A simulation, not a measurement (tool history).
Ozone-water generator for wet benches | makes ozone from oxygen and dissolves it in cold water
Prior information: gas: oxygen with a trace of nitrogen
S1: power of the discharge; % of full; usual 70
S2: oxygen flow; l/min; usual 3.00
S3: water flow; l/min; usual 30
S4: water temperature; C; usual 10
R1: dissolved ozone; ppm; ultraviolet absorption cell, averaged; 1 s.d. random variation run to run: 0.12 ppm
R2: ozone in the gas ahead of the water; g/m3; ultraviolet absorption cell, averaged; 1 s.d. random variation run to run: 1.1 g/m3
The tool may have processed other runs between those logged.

| run | day | S1 | S2 | S3 | S4 | R1 | R2 |
|---|---|---|---|---|---|---|---|
| 1 | 0.000 | 70 | 3.00 | 30 | 10 | 10.6 | 189.8 |
| 2 | 4.325 | 70 | 3.00 | 30 | 10 | 10.5 | 193.3 |
| 3 | 8.233 | 70 | 3.00 | 30 | 10 | 10.7 | 189.0 |
| 4 | 10.925 | 70 | 3.00 | 27 | 10 | 12.0 | 190.7 |
| 5 | 13.771 | 70 | 3.00 | 27 | 10 | 11.9 | 190.2 |
| 6 | 16.017 | 70 | 3.00 | 27 | 10 | 11.9 | 190.0 |
| 7 | 18.812 | 70 | 3.00 | 27 | 10 | 11.7 | 189.5 |
| 8 | 21.242 | 70 | 3.00 | 27 | 10 | 12.0 | 189.0 |
| 9 | 23.404 | 89 | 2.19 | 30 | 10 | 11.8 | 270.8 |
| 10 | 25.229 | 75 | 3.00 | 31 | 18 | 10.5 | 201.0 |
| 11 | 29.000 | 42 | 4.51 | 33 | 13 | 6.6 | 100.2 |
| 12 | 32.396 | 42 | 1.61 | 39 | 13 | 3.8 | 159.5 |
| 13 | 35.167 | 58 | 1.61 | 22 | 13 | 9.7 | 212.6 |
| 14 | 39.017 | 58 | 1.61 | 22 | 13 | 9.8 | 214.7 |
| 15 | 42.617 | 54 | 3.00 | 30 | 7 | 8.5 | 149.1 |
| 16 | 46.971 | 54 | 3.00 | 30 | 7 | 8.6 | 151.7 |

The log once held 1 entry between its listed runs, left out of this copy. Where does each go, and what is different about the tool's unlogged condition between the listed run before it and the listed run after it?
From run 10 to run 11: water thermometer calibrated (day 26.804)
  no difference in the tool's unlogged condition between these two runs
